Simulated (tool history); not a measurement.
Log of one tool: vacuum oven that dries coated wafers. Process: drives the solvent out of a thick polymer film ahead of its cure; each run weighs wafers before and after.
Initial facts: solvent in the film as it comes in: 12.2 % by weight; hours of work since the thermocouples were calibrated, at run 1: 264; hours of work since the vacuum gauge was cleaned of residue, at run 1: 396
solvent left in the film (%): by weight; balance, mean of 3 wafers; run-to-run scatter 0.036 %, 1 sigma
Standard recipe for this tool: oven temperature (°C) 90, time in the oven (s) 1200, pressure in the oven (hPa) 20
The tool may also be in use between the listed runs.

run	hour	oven temperature (°C)	time in the oven (s)	pressure in the oven (hPa)	hours of work since the thermocouples were calibrated	hours of work since the vacuum gauge was cleaned of residue	solvent left in the film (%)
1	0	90	1200	20	264	396	1.43
2	10.2	90	1200	20	272	404	1.41
3	17.7	98	1200	20	278	410	0.8
4	29.1	90	1200	20	287	419	1.39
5	35.3	90	1200	20	291	423	1.38
6	42.1	90	1200	20	296	428	1.43
7	49.8	90	1200	20	302	434	1.35
8	56.6	90	1200	20	308	439	1.37
9	62.9	90	1200	20	312	444	1.39
10	75.8	104	1200	20	322	454	0.65
11	86.6	90	1200	20	330	462	1.42
12	92.8	90	1200	20	335	467	1.36
13	103.7	76	1200	20	343	475	3.68
14	111.1	90	1200	16.9	349	481	1.27
15	118.8	90	1200	16.9	355	487	1.25
16	129.3	90	1680	20	363	495	1.13
17	136.2	90	1680	20	368	500	1.12
18	145.7	90	1680	20	375	507	1.19
19	152.7	90	1680	20	381	513	1.11
20	164.2	92	1200	20	390	521	1.23
21	176.3	92	1200	20	399	531	1.27
22	184.3	92	1200	20	405	537	1.26
23	192.2	92	1200	20	411	543	1.18
24	198.3	92	2160	77.7	415	547	3.65
25	203.9	88	1500	45.6	420	552	2.71
26	214.7	88	1500	45.6	428	560	2.73
27	225.1	88	1500	45.6	436	568	2.74
28	237.6	88	2040	35.9	445	577	2.01
29	248.9	101	2040	14.5	454	586	0.55
30	261.6	91	2040	21.4	464	596	1.11
31	272.6	99	780	61.2	472	604	2.55
32	281.5	96	660	22.4	479	611	1.81
33	286.9	90	1200	68.2	483	615	3.73
34	292.4	90	780	20	487	619	2.22
35	301.8	82	2040	46.4	494	626	3.4
36	313.6	82	1920	55.9	503	635	4.18
37	323.8	82	1200	61.6	511	643	5.13
38	332.9	96	1200	39.2	518	650	1.8
39	344	94	1140	25.8	526	658	1.39
40	353.1	90	1380	64.8	533	665	3.46
41	364.6	99	2100	10.7	542	674	0.42
42	375.9	99	1200	33	551	683	1.3
43	388.8	90	900	30.4	561	692	2.41
44	396.6	90	900	30.4	566	698	2.43
45	406.1	77	1800	67.8	574	706	6.25
46	412.6	90	780	20	579	711	2.31

Forecast each of these 5 alternatives for the next run:
A	424.2	83	1620	32.4	587	719	?
B	424.2	90	900	20	587	719	?
C	424.2	93	780	12.3	587	719	?
D	424.2	88	780	20	587	719	?
E	424.2	102	660	54.6	587	719	?

run	solvent left in the film (%)
A	2.64
B	1.89
C	1.44
D	2.66
E	2.19
Take away the tool's hidden state, keep each run's random variation, and the runs would have read:
run	solvent left in the film (%)
A	2.38
B	1.66
C	1.23
D	2.38
E	2.01
